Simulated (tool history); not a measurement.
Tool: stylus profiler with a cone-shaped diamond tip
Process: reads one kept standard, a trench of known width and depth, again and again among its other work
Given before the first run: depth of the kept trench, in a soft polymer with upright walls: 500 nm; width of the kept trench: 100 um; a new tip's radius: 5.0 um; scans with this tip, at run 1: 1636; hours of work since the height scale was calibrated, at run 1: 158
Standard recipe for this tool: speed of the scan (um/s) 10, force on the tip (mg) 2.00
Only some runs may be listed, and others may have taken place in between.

run,hour,speed of the scan (um/s),force on the tip (mg),scans with this tip,hours of work since the height scale was calibrated,depth of the trench (Å),width of the trench's floor (nm)
1,0.0,10,2.00,1636,158,5041.8,95430
2,30.3,10,2.00,1829,177,5043.7,95420
3,47.1,10,2.00,1936,187,5042.2,95440
4,75.6,10,2.00,2118,204,5043.5,95390
5,99.6,2,2.00,2271,219,5043.6,95400
6,133.5,2,2.00,2487,240,5043.5,95390
7,164.7,2,2.00,2686,259,5042.4,95370
8,186.5,2,2.00,2825,273,5042.4,95340
9,203.1,10,2.00,2931,283,5043.0,95300
10,234.9,10,2.00,3134,302,5042.1,95290
11,257.4,10,2.00,3277,316,5043.2,95300
12,274.1,10,3.82,3383,326,5062.8,95270
13,307.4,10,2.23,3595,347,5047.5,95210
14,341.3,10,2.23,3812,368,5047.0,95230
15,365.4,14,0.95,3965,383,5025.3,95220
16,388.9,14,0.95,4115,397,5024.6,95150
17,414.4,14,0.95,4277,413,5023.5,95100
18,442.9,14,0.88,4459,430,5022.5,95170
19,475.3,5,1.34,4666,450,5029.0,95140
20,502.9,5,1.34,4842,467,5033.6,95120
21,526.8,10,1.51,4994,482,5031.7,95090
22,560.4,3,2.25,5208,503,5043.7,95070
23,580.4,2,0.77,5336,515,5022.6,95070
24,598.9,17,1.20,5454,526,5027.9,95040
25,632.2,30,2.08,5666,547,5043.2,94990
26,657.5,10,2.94,5827,562,5052.4,95000
27,673.2,10,2.94,5927,572,5054.9,94950

Alternative continuations, all from the tool just after run 27; predict every row:
A,700.4,10,4.56,6100,589,?,?
B,700.4,25,5.05,6100,589,?,?
C,700.4,3,1.94,6100,589,?,?
D,700.4,29,2.94,6100,589,?,?

run,depth of the trench (Å),width of the trench's floor (nm)
A,5074.1,95060
B,5079.7,94960
C,5039.8,95070
D,5052.8,94950
With the hidden condition removed and each run's random variation left untouched, the same runs would have given:
run,depth of the trench (Å),width of the trench's floor (nm)
A,5077.1,95660
B,5082.7,95560
C,5042.7,95680
D,5055.7,95550
